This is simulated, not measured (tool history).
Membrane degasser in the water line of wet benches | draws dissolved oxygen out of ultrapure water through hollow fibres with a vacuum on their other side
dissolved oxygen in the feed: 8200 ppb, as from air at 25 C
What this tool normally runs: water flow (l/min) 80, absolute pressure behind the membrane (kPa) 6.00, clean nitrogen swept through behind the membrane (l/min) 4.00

run    hour  water flow (l/min)  absolute pressure behind the membrane (kPa)  clean nitrogen swept through behind the membrane (l/min)  dissolved oxygen in the water behind the degasser (ppb)  pressure that the water loses in the fibres (kPa)
  1     0.0                  80                                         6.00                                                      4.00                                                    157.7                                              56.96
  2   169.6                  80                                        11.86                                                      4.00                                                    406.3                                              56.95
  3   292.0                  80                                        11.86                                                      4.00                                                    406.7                                              56.52
  4   487.1                  80                                        11.86                                                      4.00                                                    407.7                                              57.15
  5   585.4                  80                                        11.86                                                      4.00                                                    401.6                                              57.31
  6   730.3                  80                                        11.86                                                      4.00                                                    403.4                                              57.14
  7   917.0                  80                                         6.00                                                      4.00                                                    156.2                                              57.33
  8  1009.5                  80                                         6.00                                                      4.00                                                    158.6                                              57.53
  9  1192.0                  80                                         6.00                                                      4.00                                                    159.1                                              57.04
 10  1360.8                 102                                         6.00                                                      4.00                                                    222.5                                              72.51
 11  1476.7                 102                                         6.00                                                      4.00                                                    221.3                                              72.93
 12  1667.8                  80                                         6.00                                                      4.00                                                    157.7                                              57.14
 13  1821.4                  80                                         6.00                                                      4.00                                                    156.7                                              57.36
     1892.3  -- seals of the vacuum lines changed
 14  1936.8                  80                                         6.00                                                      9.54                                                     93.1                                              57.31
 15  2100.3                  80                                         6.00                                                      9.54                                                     92.4                                              57.48
 16  2229.9                 110                                         6.00                                                      4.00                                                    253.2                                              78.78
 17  2349.3                  80                                         6.00                                                      3.21                                                    183.7                                              57.51
 18  2540.3                  80                                         6.00                                                      3.21                                                    185.8                                              57.59
 19  2708.9                  67                                         6.79                                                      2.48                                                    222.2                                              48.63
 20  2858.3                  67                                         6.79                                                      2.48                                                    227.7                                              48.16
 21  2977.2                  67                                         6.79                                                      2.48                                                    224.7                                              47.97
 22  3170.0                  67                                         6.79                                                      2.48                                                    219.5                                              48.44
 23  3280.5                  91                                        12.91                                                      2.91                                                    646.2                                              65.88
 24  3409.0                  53                                        12.91                                                      2.78                                                    411.6                                              38.26
 25  3603.6                  80                                        10.93                                                      4.00                                                    366.1                                              58.05
 26  3736.6                  80                                        10.93                                                      4.00                                                    364.4                                              57.76
 27  3929.3                  53                                        13.87                                                      6.23                                                    220.1                                              38.34
 28  4130.9                  57                                        13.47                                                      2.85                                                    446.6                                              41.28
 29  4311.5                  50                                         6.00                                                      4.09                                                     86.8                                              36.42
 30  4402.1                  50                                         6.00                                                      4.09                                                     85.6                                              36.51
 31  4561.9                  50                                         6.00                                                      4.09                                                     86.1                                              36.64
 32  4683.6                 125                                        10.59                                                      3.48                                                    635.9                                              91.06

4 options for the next run, each taken on its own from the tool as it stands now. Forecast them:
  A  4863.8                  74                                        10.05                                                      7.01                                                        ?                                                  ?
  B  4863.8                 103                                        13.51                                                      4.00                                                        ?                                                  ?
  C  4863.8                  64                                         3.96                                                      4.00                                                        ?                                                  ?
  D  4863.8                  80                                         6.05                                                      2.29                                                        ?                                                  ?

run  dissolved oxygen in the water behind the degasser (ppb)  pressure that the water loses in the fibres (kPa)
  A                                                    194.0                                              53.86
  B                                                    594.6                                              74.43
  C                                                     45.8                                              46.63
  D                                                    231.0                                              58.10
Stripped of hidden state, with their random variation kept, the same runs would have yielded:
run  dissolved oxygen in the water behind the degasser (ppb)  pressure that the water loses in the fibres (kPa)
  A                                                    193.9                                              52.69
  B                                                    594.3                                              72.80
  C                                                     45.6                                              45.61
  D                                                    230.7                                              56.83
